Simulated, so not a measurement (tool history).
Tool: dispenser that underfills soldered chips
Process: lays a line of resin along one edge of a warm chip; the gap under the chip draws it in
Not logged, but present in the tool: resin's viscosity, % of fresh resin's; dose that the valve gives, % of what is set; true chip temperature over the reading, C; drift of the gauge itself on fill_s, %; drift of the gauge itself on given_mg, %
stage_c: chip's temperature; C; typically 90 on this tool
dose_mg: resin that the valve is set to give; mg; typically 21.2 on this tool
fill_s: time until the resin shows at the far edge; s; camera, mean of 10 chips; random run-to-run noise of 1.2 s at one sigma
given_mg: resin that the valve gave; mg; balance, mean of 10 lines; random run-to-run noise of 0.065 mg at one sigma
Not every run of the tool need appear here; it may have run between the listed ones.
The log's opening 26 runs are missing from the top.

| run | hour | stage_c | dose_mg | hours of work since the syringe was changed | hours of work since the valve was cleaned | hours of work since the stage was calibrated | fill_s | given_mg |
|---|---|---|---|---|---|---|---|---|
| 27 | 148.6 | 91 | 25.7 | 7 | 38 | 290 | 165.6 | 24.96 |
|  | 154.1 | new syringe of resin |
| 28 | 156.7 | 79 | 22.2 | 2 | 43 | 295 | 203.6 | 21.53 |
| 29 | 161.2 | 77 | 23.7 | 5 | 46 | 298 | 275.5 | 23 |
|  | 169 | dispensing valve cleaned and set on the balance |
| 30 | 169 | 86 | 25 | 9 | 0 | 303 | 243.2 | 24.97 |
|  | 171.1 | new syringe of resin |
| 31 | 173.4 | 94 | 19.9 | 2 | 3 | 306 | 99.8 | 19.92 |
| 32 | 177.7 | 98 | 24 | 4 | 6 | 309 | 98.4 | 23.87 |
| 33 | 182.7 | 83 | 18.1 | 8 | 9 | 312 | 261.9 | 18.07 |
|  | 187.3 | new syringe of resin |
| 34 | 190.1 | 83 | 18.1 | 2 | 14 | 317 | 179.3 | 17.98 |
| 35 | 195.7 | 100 | 27.3 | 6 | 17 | 320 | 103.1 | 26.98 |

Below are 5 alternative next runs, each starting from the tool's condition after run 35. Predict each:
| A | 202.6 | 79 | 20.9 | 10 | 22 | 325 | ? | ? |
| B | 202.6 | 101 | 21.1 | 10 | 22 | 325 | ? | ? |
| C | 202.6 | 94 | 27 | 10 | 22 | 325 | ? | ? |
| D | 202.6 | 80 | 25.6 | 10 | 22 | 325 | ? | ? |
| E | 202.6 | 83 | 27.3 | 10 | 22 | 325 | ? | ? |

| run | fill_s | given_mg |
|---|---|---|
| A | 365.3 | 20.6 |
| B | 136.6 | 20.89 |
| C | 183.5 | 26.52 |
| D | 350.1 | 25.28 |
| E | 300.8 | 26.89 |
With no hidden state in the tool, these same runs would have given:
| run | fill_s | given_mg |
|---|---|---|
| A | 195.9 | 20.9 |
| B | 72.4 | 21.19 |
| C | 97.7 | 26.9 |
| D | 188.1 | 25.64 |
| E | 161.3 | 27.29 |
